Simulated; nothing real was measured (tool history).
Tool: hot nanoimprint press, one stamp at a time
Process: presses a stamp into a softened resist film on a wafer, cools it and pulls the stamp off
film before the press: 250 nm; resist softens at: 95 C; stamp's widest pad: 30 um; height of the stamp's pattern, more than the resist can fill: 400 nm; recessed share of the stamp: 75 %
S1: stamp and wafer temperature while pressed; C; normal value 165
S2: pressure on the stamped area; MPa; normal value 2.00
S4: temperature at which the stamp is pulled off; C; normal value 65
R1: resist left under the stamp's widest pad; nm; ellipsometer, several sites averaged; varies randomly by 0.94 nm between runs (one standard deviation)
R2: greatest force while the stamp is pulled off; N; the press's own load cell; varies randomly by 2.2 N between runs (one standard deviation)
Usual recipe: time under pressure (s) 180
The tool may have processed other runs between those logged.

Run 1, hour 0.0: usual settings. Result: R1 142.9 nm, R2 141 N.
Run 2, hour 12.1: usual settings. Result: R1 144.6 nm, R2 151 N.
Run 3, hour 30.7: usual settings but time under pressure (s) 154. Result: R1 152.0 nm, R2 146 N.
Run 4, hour 45.5: usual settings but S1 157 C. Result: R1 182.4 nm, R2 157 N.
Run 5, hour 59.6: usual settings but S1 157 C. Result: R1 181.7 nm, R2 151 N.
At hour 66.6: stamp cleaned and given a new release coat.
Run 6, hour 78.1: usual settings but S1 157 C. Result: R1 182.4 nm, R2 100 N.
Run 7, hour 88.4: usual settings but S1 157 C. Result: R1 183.0 nm, R2 109 N.
Run 8, hour 105.3: usual settings. Result: R1 146.1 nm, R2 107 N.
Run 9, hour 119.7: usual settings but time under pressure (s) 332, S4 69 C. Result: R1 115.8 nm, R2 95 N.
Run 10, hour 129.0: usual settings but time under pressure (s) 96. Result: R1 174.7 nm, R2 106 N.
Run 11, hour 140.9: usual settings but S1 173 C, S2 1.30 MPa, time under pressure (s) 96. Result: R1 162.7 nm, R2 109 N.
Run 12, hour 148.9: usual settings but S2 2.63 MPa, time under pressure (s) 133, S4 63 C. Result: R1 147.3 nm, R2 115 N.
Run 13, hour 161.4: usual settings but S1 154 C, S2 2.35 MPa, time under pressure (s) 241, S4 62 C. Result: R1 177.1 nm, R2 118 N.
Run 14, hour 180.5: usual settings but S1 161 C, S2 2.65 MPa, time under pressure (s) 177, S4 53 C. Result: R1 152.5 nm, R2 146 N.
Run 15, hour 199.3: usual settings but S1 161 C, S2 2.65 MPa, time under pressure (s) 122, S4 53 C. Result: R1 168.7 nm, R2 144 N.

Below are 5 alternative next runs, each starting from the tool's condition after run 15. Predict each:
Run A, hour 214.6: usual settings but S2 2.67 MPa, S4 55 C. Result: R1 ?, R2 ?.
Run B, hour 214.6: usual settings but S1 154 C, S4 68 C. Result: R1 ?, R2 ?.
Run C, hour 214.6: usual settings but S1 161 C, S2 2.65 MPa, time under pressure (s) 293, S4 55 C. Result: R1 ?, R2 ?.
Run D, hour 214.6: usual settings but S1 161 C, S2 1.60 MPa, time under pressure (s) 148, S4 53 C. Result: R1 ?, R2 ?.
Run E, hour 214.6: usual settings but S2 2.65 MPa, time under pressure (s) 135, S4 53 C. Result: R1 ?, R2 ?.

run     R1   R2
  A  133.9  141
  B  195.8  104
  C  128.5  141
  D  183.3  150
  E  146.0  148
With no hidden state in the tool, these same runs would have given:
run     R1   R2
  A  121.1  125
  B  183.7   90
  C  115.3  125
  D  171.2  133
  E  133.1  131
